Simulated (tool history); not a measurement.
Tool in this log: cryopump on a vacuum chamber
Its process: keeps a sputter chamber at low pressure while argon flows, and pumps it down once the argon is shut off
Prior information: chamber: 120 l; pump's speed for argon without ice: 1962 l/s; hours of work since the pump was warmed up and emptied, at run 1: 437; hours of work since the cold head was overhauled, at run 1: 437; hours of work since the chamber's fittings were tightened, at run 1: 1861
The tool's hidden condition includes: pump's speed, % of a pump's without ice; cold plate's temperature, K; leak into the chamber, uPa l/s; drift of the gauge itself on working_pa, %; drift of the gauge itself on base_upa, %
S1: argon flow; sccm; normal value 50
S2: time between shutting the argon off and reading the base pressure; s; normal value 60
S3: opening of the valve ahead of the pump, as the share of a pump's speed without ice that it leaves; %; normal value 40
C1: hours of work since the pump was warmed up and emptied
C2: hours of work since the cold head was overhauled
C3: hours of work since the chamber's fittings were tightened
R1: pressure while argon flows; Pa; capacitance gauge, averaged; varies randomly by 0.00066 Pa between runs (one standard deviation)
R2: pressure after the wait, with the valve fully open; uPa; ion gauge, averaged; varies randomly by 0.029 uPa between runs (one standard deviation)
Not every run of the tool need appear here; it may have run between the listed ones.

Run 1, hour 0: usual settings; C1 437; C2 437; C3 1861. Result: R1 0.1144 Pa, R2 2.48 uPa.
Run 2, hour 49.4: usual settings; C1 459; C2 459; C3 1884. Result: R1 0.1168 Pa, R2 2.44 uPa.
Run 3, hour 86.8: usual settings; C1 476; C2 476; C3 1901. Result: R1 0.1154 Pa, R2 2.48 uPa.
Run 4, hour 129.2: usual settings; C1 496; C2 496; C3 1921. Result: R1 0.1172 Pa, R2 2.52 uPa.
Run 5, hour 157.5: usual settings; C1 509; C2 509; C3 1934. Result: R1 0.1171 Pa, R2 2.51 uPa.
Run 6, hour 180.6: usual settings but S1 20 sccm; C1 519; C2 519; C3 1944. Result: R1 0.0465 Pa, R2 2.48 uPa.
Run 7, hour 209: usual settings but S2 101 s; C1 532; C2 532; C3 1957. Result: R1 0.1169 Pa, R2 2 uPa.
Run 8, hour 234.9: usual settings but S2 53 s, S3 23 %; C1 544; C2 544; C3 1969. Result: R1 0.1968 Pa, R2 2.74 uPa.
Run 9, hour 265.6: usual settings but S2 121 s; C1 558; C2 558; C3 1983. Result: R1 0.1172 Pa, R2 1.97 uPa.
Run 10, hour 291.6: usual settings but S2 121 s; C1 570; C2 570; C3 1995. Result: R1 0.1201 Pa, R2 1.91 uPa.
Run 11, hour 331.3: usual settings but S2 234 s, S3 17 %; C1 588; C2 588; C3 2013. Result: R1 0.2627 Pa, R2 1.69 uPa.
Run 12, hour 369.7: usual settings but S1 73 sccm, S2 90 s; C1 606; C2 606; C3 2031. Result: R1 0.1726 Pa, R2 2.3 uPa.
Run 13, hour 402.1: usual settings but S1 73 sccm, S2 90 s; C1 621; C2 621; C3 2045. Result: R1 0.1729 Pa, R2 2.2 uPa.

Table of differences, measured result less the result of that run with no hidden state. Run-to-run variation is the same in both. Gauge scatter possibly is not:
run       R1     R2
  1  +0.0073  +1.04
  2  +0.0078  +1.04
  3  +0.0081  +1.07
  4  +0.0085  +1.09
  5  +0.0089  +1.09
  6  +0.0036  +1.09
  7  +0.0093  +1.13
  8  +0.0096  +1.15
  9  +0.0098  +1.16
 10  +0.0102  +1.14
 11  +0.0105  +1.22
 12  +0.0159  +1.26
 13  +0.0165  +1.21

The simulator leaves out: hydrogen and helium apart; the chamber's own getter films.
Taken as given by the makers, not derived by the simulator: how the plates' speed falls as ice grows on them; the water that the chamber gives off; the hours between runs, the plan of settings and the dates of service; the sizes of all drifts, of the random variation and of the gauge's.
